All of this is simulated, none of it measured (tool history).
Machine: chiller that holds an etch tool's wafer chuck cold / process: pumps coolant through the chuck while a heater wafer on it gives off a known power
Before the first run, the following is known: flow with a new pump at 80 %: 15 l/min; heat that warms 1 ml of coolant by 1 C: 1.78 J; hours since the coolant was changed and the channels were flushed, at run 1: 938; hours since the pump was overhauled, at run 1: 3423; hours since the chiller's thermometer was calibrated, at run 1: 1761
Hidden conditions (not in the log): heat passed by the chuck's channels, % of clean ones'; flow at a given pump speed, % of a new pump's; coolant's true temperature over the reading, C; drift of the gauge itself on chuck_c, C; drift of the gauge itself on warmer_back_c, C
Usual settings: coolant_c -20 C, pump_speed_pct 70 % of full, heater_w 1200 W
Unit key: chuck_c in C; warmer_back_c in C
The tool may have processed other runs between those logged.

run    hour  coolant_c  pump_speed_pct  heater_w  hours since the coolant was changed and the channels were flushed  hours since the pump was overhauled  hours since the chiller's thermometer was calibrated  chuck_c  warmer_back_c
  1       0        -20              70      1200                                                                938                                 3423                                                  1761   -12.18            3.1
  2      62        -20              70      1200                                                               1000                                 3485                                                  1823   -12.19            3.1
  3   144.4        -20              70      1200                                                               1082                                 3567                                                  1905    -12.2           3.07
  4   189.2        -20              70      1564                                                               1127                                 3612                                                  1950    -9.82           4.04
  5   230.3        -20              70      1200                                                               1168                                 3653                                                  1991    -12.2           3.11
  6   274.4        -20              70      1200                                                               1212                                 3697                                                  2035   -12.09           3.08
  7   322.6        -20              70       693                                                               1260                                 3745                                                  2084   -15.43           1.77
  8   379.3        -20              70       693                                                               1317                                 3802                                                  2140   -15.51            1.8
  9   473.8        -20              79      1200                                                               1412                                 3897                                                  2235    -12.8           2.71
 10   561.7        -20              79      1200                                                               1500                                 3984                                                  2323   -12.71           2.71
 11   611.1        -20              79      1200                                                               1549                                 4034                                                  2372   -12.83            2.7
 12   679.8        -20              79      1200                                                               1618                                 4103                                                  2441   -12.81           2.74
 13   738.2        -20              79       742                                                               1676                                 4161                                                  2499    -15.6           1.72
 14   815.3        -20              79       742                                                               1753                                 4238                                                  2576   -15.52            1.7
 15     890        -20              70      1200                                                               1828                                 4313                                                  2651    -12.1           3.16
 16   964.2        -20              70      1200                                                               1902                                 4387                                                  2725   -12.29           3.11
 17  1028.3        -20              70      1200                                                               1966                                 4451                                                  2789    -12.2            3.1
 18  1121.4        -20              70      1200                                                               2059                                 4544                                                  2882   -12.19            3.1
 19  1205.2        -20              92      1147                                                               2143                                 4628                                                  2966   -13.64            2.3
 20  1298.7        -18              90      1654                                                               2237                                 4721                                                  3060    -8.72            3.3
 21  1353.6        -11              96      1437                                                               2291                                 4776                                                  3115    -3.26           2.65
 22  1417.3        -20              70      1015                                                               2355                                 4840                                                  3178    -13.4            2.6
 23  1497.5        -24              83       867                                                               2435                                 4920                                                  3259   -18.99            1.9
 24  1585.9        -24              83       867                                                               2524                                 5009                                                  3347   -18.91           1.88
 25  1641.1        -24              83       741                                                               2579                                 5064                                                  3402   -19.65           1.61
 26    1682        -18              96      1793                                                               2620                                 5105                                                  3443    -8.38            3.3
 27  1754.2        -22              64       902                                                               2692                                 5177                                                  3515   -15.77           2.54
 28  1809.3        -28              81      1245                                                               2747                                 5232                                                  3570   -20.57           2.78
 29  1871.7        -22              79      1200                                                               2810                                 5294                                                  3633   -14.68           2.77
 30  1912.8        -20              94       908                                                               2851                                 5336                                                  3674   -15.09           1.73
 31  1966.1        -20              94       908                                                               2904                                 5389                                                  3727      -15           1.74
 32  2012.7        -23              85      1048                                                               2951                                 5435                                                  3774   -16.96           2.21

Each row is a separate what-if for the run after 32, all from the same tool condition, not one after another. Results?
     2076.7  -- coolant changed, channels flushed
  A  2079        -23             100       626                                                                  2                                 5496                                                  3834        ?              ?
     2076.7  -- coolant changed, channels flushed
  B  2079        -20              86       712                                                                  2                                 5496                                                  3834        ?              ?
     2076.7  -- coolant changed, channels flushed
  C  2079        -20              66      1200                                                                  2                                 5496                                                  3834        ?              ?

run  chuck_c  warmer_back_c
  A   -19.72           1.11
  B   -15.85           1.46
  C   -11.83           3.28
The same runs, with their run-to-run variation unchanged, on a tool lacking any hidden condition would have given:
run  chuck_c  warmer_back_c
  A   -19.71            1.1
  B   -15.84           1.46
  C   -11.83           3.28
